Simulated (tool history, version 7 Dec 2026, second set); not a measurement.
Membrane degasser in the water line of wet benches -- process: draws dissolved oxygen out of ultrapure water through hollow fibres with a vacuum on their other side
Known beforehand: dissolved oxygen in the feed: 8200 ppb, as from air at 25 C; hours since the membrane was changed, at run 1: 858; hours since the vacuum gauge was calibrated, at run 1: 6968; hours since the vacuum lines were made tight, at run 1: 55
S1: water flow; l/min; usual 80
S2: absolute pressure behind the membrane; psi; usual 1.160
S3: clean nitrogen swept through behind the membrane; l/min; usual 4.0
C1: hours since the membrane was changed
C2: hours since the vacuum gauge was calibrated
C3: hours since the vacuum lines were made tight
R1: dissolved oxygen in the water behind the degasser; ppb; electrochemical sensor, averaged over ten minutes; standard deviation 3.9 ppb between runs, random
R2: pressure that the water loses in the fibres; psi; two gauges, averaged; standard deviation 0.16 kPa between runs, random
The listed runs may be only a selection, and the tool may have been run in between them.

run,day,S1,S2,S3,C1,C2,C3,R1,R2
1,0.000,80,1.160,4.0,858,6968,55,387.6,4.384
# day 1.988: vacuum gauge calibrated
2,2.221,80,1.160,4.0,911,6,107,395.6,4.403
3,4.033,80,1.160,4.0,955,49,151,392.8,4.405
4,6.321,80,1.160,4.0,1010,104,206,395.3,4.457
5,8.292,80,1.160,4.0,1057,151,253,390.0,4.398
6,10.421,80,1.160,4.0,1108,202,304,388.6,4.428
7,12.962,80,1.002,4.0,1169,263,365,348.0,4.415
8,16.733,80,1.002,4.0,1259,354,456,349.0,4.432
9,20.321,80,1.002,4.0,1345,440,542,348.9,4.424
10,22.796,80,1.160,4.0,1405,499,601,398.3,4.454
11,24.933,118,1.221,4.0,1456,551,653,845.8,6.572
12,28.717,92,1.620,10.5,1547,642,743,449.8,5.149
13,31.888,77,1.105,4.0,1623,718,819,349.4,4.295
14,34.992,77,1.105,4.0,1698,792,894,348.5,4.332
15,37.638,68,2.122,4.0,1761,856,957,524.5,3.772
16,40.250,68,2.122,4.0,1824,918,1020,516.3,3.814
17,42.662,68,2.122,4.0,1882,976,1078,517.0,3.803
18,45.275,122,1.331,4.0,1944,1039,1141,935.4,6.862

Forecast run 19:
19,47.467,79,1.009,7.4,1997,1092,1193,?,?

{"run 19": {"R1": 273.4, "R2": 4.467}}
If the tool had no hidden condition, the same run with the same run-to-run variation would have returned R1 273.3 ppb, R2 4.373 psi.
